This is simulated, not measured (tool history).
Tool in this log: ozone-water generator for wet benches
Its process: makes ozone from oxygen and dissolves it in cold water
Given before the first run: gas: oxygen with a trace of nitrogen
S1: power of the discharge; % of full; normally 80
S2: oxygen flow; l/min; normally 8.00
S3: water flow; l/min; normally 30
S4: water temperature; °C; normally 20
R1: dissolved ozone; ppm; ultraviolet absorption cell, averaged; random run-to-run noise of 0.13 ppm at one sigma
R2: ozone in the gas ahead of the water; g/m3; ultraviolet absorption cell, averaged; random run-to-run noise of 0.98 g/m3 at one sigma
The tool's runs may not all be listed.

| run | hour | S1 | S2 | S3 | S4 | R1 | R2 |
|---|---|---|---|---|---|---|---|
| 1 | 0.0 | 80 | 8.00 | 30 | 20 | 13.7 | 169.1 |
| 2 | 32.1 | 80 | 8.00 | 30 | 20 | 13.7 | 167.3 |
| 3 | 60.3 | 80 | 8.00 | 30 | 20 | 13.8 | 168.6 |
| 4 | 93.5 | 80 | 8.00 | 30 | 20 | 13.9 | 167.9 |
| 5 | 110.0 | 80 | 8.00 | 30 | 20 | 13.7 | 165.9 |
| 6 | 145.3 | 80 | 8.00 | 30 | 20 | 13.9 | 168.7 |
| 7 | 168.0 | 80 | 8.00 | 30 | 17 | 14.0 | 169.1 |
| 8 | 199.2 | 80 | 8.00 | 41 | 20 | 9.7 | 169.0 |
| 9 | 231.7 | 80 | 8.00 | 41 | 20 | 9.7 | 168.9 |
| 10 | 253.8 | 80 | 5.09 | 41 | 20 | 8.2 | 192.3 |
| 11 | 286.4 | 80 | 6.48 | 30 | 16 | 13.5 | 180.1 |
| 12 | 304.6 | 80 | 8.00 | 35 | 22 | 11.3 | 166.8 |
| 13 | 331.8 | 78 | 8.00 | 35 | 26 | 10.5 | 164.2 |
| 14 | 369.7 | 88 | 8.48 | 30 | 20 | 14.9 | 177.0 |
| 15 | 408.8 | 95 | 5.02 | 21 | 20 | 19.7 | 220.6 |
| 16 | 440.1 | 95 | 11.32 | 21 | 20 | 22.4 | 171.8 |

5 ways to go on from here, each from the tool as it stands after run 16. What would each give?
| A | 458.1 | 80 | 8.00 | 30 | 23 | ? | ? |
| B | 458.1 | 80 | 13.75 | 19 | 17 | ? | ? |
| C | 458.1 | 58 | 8.00 | 19 | 19 | ? | ? |
| D | 458.1 | 80 | 8.00 | 25 | 20 | ? | ? |
| E | 458.1 | 80 | 8.00 | 21 | 20 | ? | ? |

| run | R1 | R2 |
|---|---|---|
| A | 13.1 | 165.9 |
| B | 22.4 | 139.0 |
| C | 16.0 | 129.5 |
| D | 16.3 | 166.3 |
| E | 18.8 | 167.7 |
Without the tool's unlogged condition, the same runs would have read:
| run | R1 | R2 |
|---|---|---|
| A | 14.2 | 166.8 |
| B | 24.0 | 139.8 |
| C | 17.2 | 130.1 |
| D | 17.6 | 167.2 |
| E | 20.2 | 168.6 |
